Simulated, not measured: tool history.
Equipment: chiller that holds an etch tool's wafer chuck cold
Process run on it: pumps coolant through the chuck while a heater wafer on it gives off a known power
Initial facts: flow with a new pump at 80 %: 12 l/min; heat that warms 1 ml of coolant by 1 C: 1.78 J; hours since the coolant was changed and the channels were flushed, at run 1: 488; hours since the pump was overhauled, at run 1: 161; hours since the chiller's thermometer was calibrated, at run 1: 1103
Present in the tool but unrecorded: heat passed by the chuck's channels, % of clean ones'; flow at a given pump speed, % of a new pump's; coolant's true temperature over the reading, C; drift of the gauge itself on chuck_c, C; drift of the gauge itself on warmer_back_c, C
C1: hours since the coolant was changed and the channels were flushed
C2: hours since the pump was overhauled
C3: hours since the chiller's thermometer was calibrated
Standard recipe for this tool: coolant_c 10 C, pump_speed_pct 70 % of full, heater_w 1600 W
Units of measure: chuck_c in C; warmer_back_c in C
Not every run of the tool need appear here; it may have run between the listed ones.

Run 1, hour 0.0: usual settings; C1 488; C2 161; C3 1103. Result: chuck_c 23.8 C, warmer_back_c 5.12 C.
Run 2, hour 178.2: usual settings; C1 666; C2 339; C3 1281. Result: chuck_c 23.9 C, warmer_back_c 5.19 C.
Run 3, hour 335.0: usual settings; C1 823; C2 495; C3 1438. Result: chuck_c 24.2 C, warmer_back_c 5.16 C.
Run 4, hour 418.4: usual settings; C1 907; C2 579; C3 1522. Result: chuck_c 24.2 C, warmer_back_c 5.14 C.
Run 5, hour 605.0: usual settings; C1 1093; C2 766; C3 1708. Result: chuck_c 24.1 C, warmer_back_c 5.11 C.
Run 6, hour 748.1: usual settings; C1 1236; C2 909; C3 1851. Result: chuck_c 24.0 C, warmer_back_c 5.14 C.
Run 7, hour 849.4: usual settings; C1 1338; C2 1010; C3 1953. Result: chuck_c 24.1 C, warmer_back_c 5.17 C.
Run 8, hour 991.3: usual settings; C1 1479; C2 1152; C3 2094. Result: chuck_c 24.0 C, warmer_back_c 5.15 C.
At hour 1041.6: chiller's thermometer calibrated.
Run 9, hour 1102.7: usual settings; C1 1590; C2 1262; C3 61. Result: chuck_c 24.0 C, warmer_back_c 5.06 C.
Run 10, hour 1240.4: usual settings; C1 1728; C2 1400; C3 199. Result: chuck_c 24.0 C, warmer_back_c 5.13 C.
Run 11, hour 1376.7: usual settings but heater_w 1445 W; C1 1864; C2 1536; C3 335. Result: chuck_c 22.4 C, warmer_back_c 4.56 C.
Run 12, hour 1459.2: usual settings but pump_speed_pct 83 % of full, heater_w 1137 W; C1 1946; C2 1619; C3 418. Result: chuck_c 18.7 C, warmer_back_c 2.88 C.
Run 13, hour 1583.1: usual settings but coolant_c 3 C, pump_speed_pct 96 % of full, heater_w 2176 W; C1 2070; C2 1743; C3 541. Result: chuck_c 17.9 C, warmer_back_c 4.85 C.
Run 14, hour 1700.2: usual settings but coolant_c 1 C, pump_speed_pct 61 % of full, heater_w 1091 W; C1 2187; C2 1860; C3 659. Result: chuck_c 11.6 C, warmer_back_c 3.96 C.
Run 15, hour 1844.2: usual settings but pump_speed_pct 63 % of full, heater_w 1301 W; C1 2331; C2 2004; C3 803. Result: chuck_c 22.3 C, warmer_back_c 4.62 C.
Run 16, hour 1963.9: usual settings but pump_speed_pct 63 % of full, heater_w 1301 W; C1 2451; C2 2123; C3 922. Result: chuck_c 22.4 C, warmer_back_c 4.60 C.
Run 17, hour 2054.3: usual settings but pump_speed_pct 63 % of full, heater_w 1301 W; C1 2541; C2 2214; C3 1013. Result: chuck_c 22.4 C, warmer_back_c 4.52 C.
Run 18, hour 2237.9: usual settings but pump_speed_pct 63 % of full, heater_w 1301 W; C1 2725; C2 2397; C3 1196. Result: chuck_c 22.3 C, warmer_back_c 4.53 C.
Run 19, hour 2416.4: usual settings but pump_speed_pct 69 % of full, heater_w 1837 W; C1 2904; C2 2576; C3 1375. Result: chuck_c 26.3 C, warmer_back_c 5.89 C.
Run 20, hour 2549.2: usual settings but coolant_c 2 C, heater_w 2179 W; C1 3036; C2 2709; C3 1508. Result: chuck_c 21.2 C, warmer_back_c 6.85 C.
Run 21, hour 2729.1: usual settings but coolant_c 6 C, heater_w 1770 W; C1 3216; C2 2889; C3 1687. Result: chuck_c 21.4 C, warmer_back_c 5.57 C.

Branching from run 21: 4 alternative next runs. What would each branch give?
Run A, hour 2859.1: usual settings but coolant_c 9 C, pump_speed_pct 93 % of full, heater_w 1159 W; C1 3346; C2 3019; C3 1817. Result: chuck_c ?, warmer_back_c ?.
Run B, hour 2859.1: usual settings but coolant_c 7 C, pump_speed_pct 69 % of full, heater_w 1044 W; C1 3346; C2 3019; C3 1817. Result: chuck_c ?, warmer_back_c ?.
Run C, hour 2859.1: usual settings but coolant_c 2 C, heater_w 846 W; C1 3346; C2 3019; C3 1817. Result: chuck_c ?, warmer_back_c ?.
Run D, hour 2859.1: usual settings but coolant_c 1 C, heater_w 1770 W; C1 3346; C2 3019; C3 1817. Result: chuck_c ?, warmer_back_c ?.

run  chuck_c  warmer_back_c
  A     17.1           2.51
  B     16.2           3.14
  C      9.4           2.55
  D     16.6           5.52
Stripped of hidden state, with their random variation kept, the same runs would have yielded:
run  chuck_c  warmer_back_c
  A     17.1           2.76
  B     16.1           3.39
  C      9.4           2.80
  D     16.6           5.77
